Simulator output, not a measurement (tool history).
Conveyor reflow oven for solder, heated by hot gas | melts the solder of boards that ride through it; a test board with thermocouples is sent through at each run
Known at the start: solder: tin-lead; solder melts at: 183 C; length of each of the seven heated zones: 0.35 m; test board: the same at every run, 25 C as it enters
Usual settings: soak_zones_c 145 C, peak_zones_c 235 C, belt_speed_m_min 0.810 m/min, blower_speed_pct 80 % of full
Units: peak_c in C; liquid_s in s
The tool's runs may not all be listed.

Run 1, hour 0.0: usual settings. Result: peak_c 220.5 C, liquid_s 42.04 s.
Run 2, hour 3.8: usual settings. Result: peak_c 219.7 C, liquid_s 42.02 s.
Run 3, hour 10.8: usual settings. Result: peak_c 219.9 C, liquid_s 42.01 s.
Run 4, hour 16.2: usual settings. Result: peak_c 219.9 C, liquid_s 42.02 s.
Run 5, hour 21.1: usual settings. Result: peak_c 220.0 C, liquid_s 42.07 s.
Run 6, hour 26.2: usual settings. Result: peak_c 219.9 C, liquid_s 41.92 s.
Run 7, hour 31.7: usual settings. Result: peak_c 220.1 C, liquid_s 42.07 s.
Run 8, hour 39.8: usual settings. Result: peak_c 219.5 C, liquid_s 42.02 s.
Run 9, hour 46.6: usual settings. Result: peak_c 219.9 C, liquid_s 41.98 s.
Run 10, hour 52.7: usual settings but blower_speed_pct 53 % of full. Result: peak_c 210.7 C, liquid_s 35.57 s.
Run 11, hour 56.6: usual settings but blower_speed_pct 53 % of full. Result: peak_c 210.8 C, liquid_s 35.72 s.
Run 12, hour 63.4: usual settings but blower_speed_pct 63 % of full. Result: peak_c 215.1 C, liquid_s 38.59 s.
Run 13, hour 71.3: usual settings but peak_zones_c 227 C, blower_speed_pct 63 % of full. Result: peak_c 208.2 C, liquid_s 34.52 s.
Run 14, hour 78.0: usual settings but peak_zones_c 227 C, blower_speed_pct 63 % of full. Result: peak_c 208.5 C, liquid_s 34.57 s.
Run 15, hour 86.3: usual settings but peak_zones_c 227 C, blower_speed_pct 63 % of full. Result: peak_c 208.1 C, liquid_s 34.38 s.
Run 16, hour 90.6: usual settings but peak_zones_c 227 C, blower_speed_pct 63 % of full. Result: peak_c 208.3 C, liquid_s 34.66 s.
Run 17, hour 97.1: usual settings but peak_zones_c 227 C, blower_speed_pct 63 % of full. Result: peak_c 207.9 C, liquid_s 34.57 s.
Run 18, hour 104.9: usual settings but peak_zones_c 227 C, blower_speed_pct 63 % of full. Result: peak_c 207.7 C, liquid_s 34.37 s.
Run 19, hour 109.0: usual settings but belt_speed_m_min 0.699 m/min, blower_speed_pct 87 % of full. Result: peak_c 224.6 C, liquid_s 51.66 s.
Run 20, hour 114.3: usual settings but belt_speed_m_min 0.699 m/min, blower_speed_pct 87 % of full. Result: peak_c 224.6 C, liquid_s 51.77 s.
Run 21, hour 121.8: usual settings but belt_speed_m_min 0.699 m/min, blower_speed_pct 52 % of full. Result: peak_c 215.4 C, liquid_s 45.30 s.
Run 22, hour 130.5: usual settings but soak_zones_c 150 C, peak_zones_c 225 C, belt_speed_m_min 0.686 m/min, blower_speed_pct 84 % of full. Result: peak_c 215.8 C, liquid_s 50.31 s.
Run 23, hour 139.2: usual settings but soak_zones_c 150 C, peak_zones_c 225 C, belt_speed_m_min 0.686 m/min, blower_speed_pct 84 % of full. Result: peak_c 215.6 C, liquid_s 50.10 s.
Run 24, hour 147.8: usual settings but soak_zones_c 143 C, peak_zones_c 228 C, belt_speed_m_min 0.756 m/min, blower_speed_pct 54 % of full. Result: peak_c 207.0 C, liquid_s 35.43 s.
Run 25, hour 154.2: usual settings but soak_zones_c 143 C, peak_zones_c 228 C, belt_speed_m_min 0.756 m/min, blower_speed_pct 54 % of full. Result: peak_c 207.3 C, liquid_s 35.28 s.
Run 26, hour 160.8: usual settings but soak_zones_c 134 C, blower_speed_pct 67 % of full. Result: peak_c 213.1 C, liquid_s 35.14 s.
Run 27, hour 164.8: usual settings but peak_zones_c 241 C, belt_speed_m_min 0.826 m/min, blower_speed_pct 74 % of full. Result: peak_c 221.8 C, liquid_s 41.87 s.
Run 28, hour 169.2: usual settings but belt_speed_m_min 0.888 m/min, blower_speed_pct 72 % of full. Result: peak_c 213.8 C, liquid_s 34.75 s.
Run 29, hour 174.6: usual settings but soak_zones_c 135 C, belt_speed_m_min 0.947 m/min, blower_speed_pct 64 % of full. Result: peak_c 205.5 C, liquid_s 24.93 s.
Run 30, hour 187.5: usual settings but soak_zones_c 142 C, belt_speed_m_min 0.708 m/min. Result: peak_c 223.6 C, liquid_s 49.85 s.

Not shown: 1 entry that the log had between the listed runs. Between which runs, and how does the tool's hidden state differ before and after?
Between runs 29 and 30: flux residue cleaned out of gas plates and filters (hour 182.4)
  heat that the gas passes to the board, % of a clean oven's: 92.1 -> 99.5; belt's true speed, % of the reading: 99.73 -> 99.72; true gas temperature in zones 6 and 7 over the reading, C: -0.37 -> -0.38
  measured less the result without the state, peak_c: -2.8 -> -0.4 C; liquid_s: -1.99 -> -0.04 s
